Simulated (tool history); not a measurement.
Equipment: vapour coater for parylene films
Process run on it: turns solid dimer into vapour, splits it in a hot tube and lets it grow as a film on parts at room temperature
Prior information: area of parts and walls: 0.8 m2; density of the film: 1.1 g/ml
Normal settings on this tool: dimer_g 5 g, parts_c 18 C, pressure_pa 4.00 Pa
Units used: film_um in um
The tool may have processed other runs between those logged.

run,hour,dimer_g,parts_c,pressure_pa,film_um
1,0.0,5,18,4.00,2.54
2,9.3,5,18,4.00,2.56
3,24.9,5,18,4.00,2.53
4,39.1,5,18,5.37,2.49
5,50.4,5,18,4.00,2.52
6,61.5,5,18,4.00,2.52
7,68.5,5,18,10.27,2.42
8,79.3,4,18,4.00,2.03
9,88.7,4,18,4.00,2.03
10,97.2,4,18,4.00,2.01
11,110.5,5,18,8.91,2.46
12,121.2,2,18,8.91,0.99
13,134.4,5,18,4.00,2.52
14,143.8,5,18,4.00,2.50
15,156.7,5,18,4.00,2.52
16,165.9,5,18,4.00,2.51
17,174.7,5,18,4.00,2.54
18,181.2,5,18,4.00,2.52
19,191.1,5,18,3.82,2.52
20,205.2,5,18,4.00,2.53
21,214.2,5,18,4.00,2.50
22,227.6,5,18,4.00,2.50
23,241.5,5,18,4.00,2.51
24,253.3,6,18,4.00,3.01
25,268.5,8,21,3.78,3.55
26,280.4,5,18,3.71,2.52
27,294.0,5,28,4.00,1.68
28,302.0,5,23,4.00,2.05
29,314.6,5,16,4.58,2.70
30,327.4,5,16,4.58,2.68
31,336.3,5,11,2.79,3.35
32,348.0,3,16,2.28,1.67
33,362.0,6,18,2.93,3.04
34,370.8,3,16,5.15,1.58
35,381.8,3,16,5.15,1.62
36,393.6,3,16,5.15,1.61
37,401.6,3,16,5.15,1.60
38,411.9,5,17,9.46,2.47
39,424.4,5,17,9.46,2.46
40,436.5,5,17,3.84,2.61
41,452.1,5,17,3.84,2.58
42,463.0,5,18,2.36,2.55
43,472.4,5,18,6.10,2.42
44,479.0,5,15,6.06,2.72
45,486.2,6,21,7.29,2.55
46,499.8,5,22,4.00,2.10

Each row is a separate what-if for the run after 46, all from the same tool condition, not one after another. Results?
A,506.4,2,29,3.63,?
B,506.4,5,14,2.34,?
C,506.4,8,18,9.87,?
D,506.4,5,23,2.24,?
E,506.4,5,15,4.00,?

run,film_um
A,0.64
B,2.99
C,3.73
D,2.09
E,2.79
Stripped of hidden state, with their random variation kept, the same runs would have yielded:
run,film_um
A,0.67
B,3.13
C,3.90
D,2.19
E,2.92
